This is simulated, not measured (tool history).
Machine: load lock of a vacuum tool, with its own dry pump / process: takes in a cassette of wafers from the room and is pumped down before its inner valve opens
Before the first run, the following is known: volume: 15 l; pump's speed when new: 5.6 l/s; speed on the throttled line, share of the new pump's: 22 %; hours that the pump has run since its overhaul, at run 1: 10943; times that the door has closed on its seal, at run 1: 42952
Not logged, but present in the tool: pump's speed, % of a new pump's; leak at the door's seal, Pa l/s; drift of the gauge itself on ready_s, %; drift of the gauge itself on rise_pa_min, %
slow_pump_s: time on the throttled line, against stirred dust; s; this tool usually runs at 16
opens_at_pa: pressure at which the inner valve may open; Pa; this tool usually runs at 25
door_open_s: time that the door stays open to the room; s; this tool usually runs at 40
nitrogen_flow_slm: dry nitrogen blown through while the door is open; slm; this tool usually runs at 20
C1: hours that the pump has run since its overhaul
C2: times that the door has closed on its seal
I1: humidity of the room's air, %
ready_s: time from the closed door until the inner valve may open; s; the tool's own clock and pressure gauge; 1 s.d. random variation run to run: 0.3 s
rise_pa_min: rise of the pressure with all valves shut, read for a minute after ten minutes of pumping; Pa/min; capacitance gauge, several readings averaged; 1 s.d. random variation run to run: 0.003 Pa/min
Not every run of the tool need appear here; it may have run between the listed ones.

Run 1, hour 0: usual settings; C1 10943; C2 42952; I1 47.1. Result: ready_s 38.2 s, rise_pa_min 0.455 Pa/min.
Run 2, hour 163: usual settings; C1 11106; C2 43708; I1 43.1. Result: ready_s 38.2 s, rise_pa_min 0.475 Pa/min.
Run 3, hour 378.1: usual settings; C1 11321; C2 44706; I1 45.7. Result: ready_s 38.8 s, rise_pa_min 0.49 Pa/min.
Run 4, hour 608.8: usual settings; C1 11552; C2 45776; I1 49.7. Result: ready_s 38.7 s, rise_pa_min 0.509 Pa/min.
Run 5, hour 751.7: usual settings; C1 11695; C2 46439; I1 43.8. Result: ready_s 39 s, rise_pa_min 0.526 Pa/min.
Run 6, hour 861.4: usual settings but slow_pump_s 8 s; C1 11805; C2 46947; I1 41.4. Result: ready_s 32.8 s, rise_pa_min 0.516 Pa/min.
Run 7, hour 1097.6: usual settings but slow_pump_s 8 s, door_open_s 37 s; C1 12041; C2 48043; I1 44.3. Result: ready_s 32.8 s, rise_pa_min 0.53 Pa/min.
Run 8, hour 1264.4: usual settings but slow_pump_s 32 s, opens_at_pa 21 Pa; C1 12208; C2 48817; I1 45.2. Result: ready_s 51.3 s, rise_pa_min 0.552 Pa/min.
Run 9, hour 1367.5: usual settings but slow_pump_s 24 s; C1 12311; C2 49295; I1 42.4. Result: ready_s 45.2 s, rise_pa_min 0.558 Pa/min.
At hour 1531.6: door's seal changed, seat wiped.
Run 10, hour 1566.9: usual settings but opens_at_pa 20 Pa, door_open_s 68 s; C1 12509; C2 164; I1 45.1. Result: ready_s 39.7 s, rise_pa_min 0.056 Pa/min.
Run 11, hour 1753.7: usual settings but opens_at_pa 39 Pa, nitrogen_flow_slm 6 slm; C1 12695; C2 1030; I1 44.5. Result: ready_s 37.3 s, rise_pa_min 0.061 Pa/min.
Run 12, hour 1876.1: usual settings but slow_pump_s 13 s, opens_at_pa 41 Pa, door_open_s 129 s, nitrogen_flow_slm 15 slm; C1 12818; C2 1598; I1 43.8. Result: ready_s 35.4 s, rise_pa_min 0.081 Pa/min.
Run 13, hour 2005.5: usual settings but door_open_s 198 s; C1 12947; C2 2198; I1 43.1. Result: ready_s 39.2 s, rise_pa_min 0.09 Pa/min.

Each row is a separate what-if for the run after 13, all from the same tool condition, not one after another. Results?
Run A, hour 2187.3: usual settings but door_open_s 27 s; C1 13129; C2 3041; I1 47. Result: ready_s ?, rise_pa_min ?.
Run B, hour 2187.3: usual settings but opens_at_pa 42 Pa, door_open_s 85 s, nitrogen_flow_slm 5 slm; C1 13129; C2 3041; I1 44.7. Result: ready_s ?, rise_pa_min ?.
Run C, hour 2187.3: usual settings but slow_pump_s 8 s, door_open_s 32 s; C1 13129; C2 3041; I1 49. Result: ready_s ?, rise_pa_min ?.

run  ready_s  rise_pa_min
  A     39.1        0.053
  B     37.6        0.087
  C     33.9        0.057
With no hidden state in the tool, these same runs would have given:
run  ready_s  rise_pa_min
  A     34.5        0.039
  B     33.4        0.073
  C     28.9        0.043

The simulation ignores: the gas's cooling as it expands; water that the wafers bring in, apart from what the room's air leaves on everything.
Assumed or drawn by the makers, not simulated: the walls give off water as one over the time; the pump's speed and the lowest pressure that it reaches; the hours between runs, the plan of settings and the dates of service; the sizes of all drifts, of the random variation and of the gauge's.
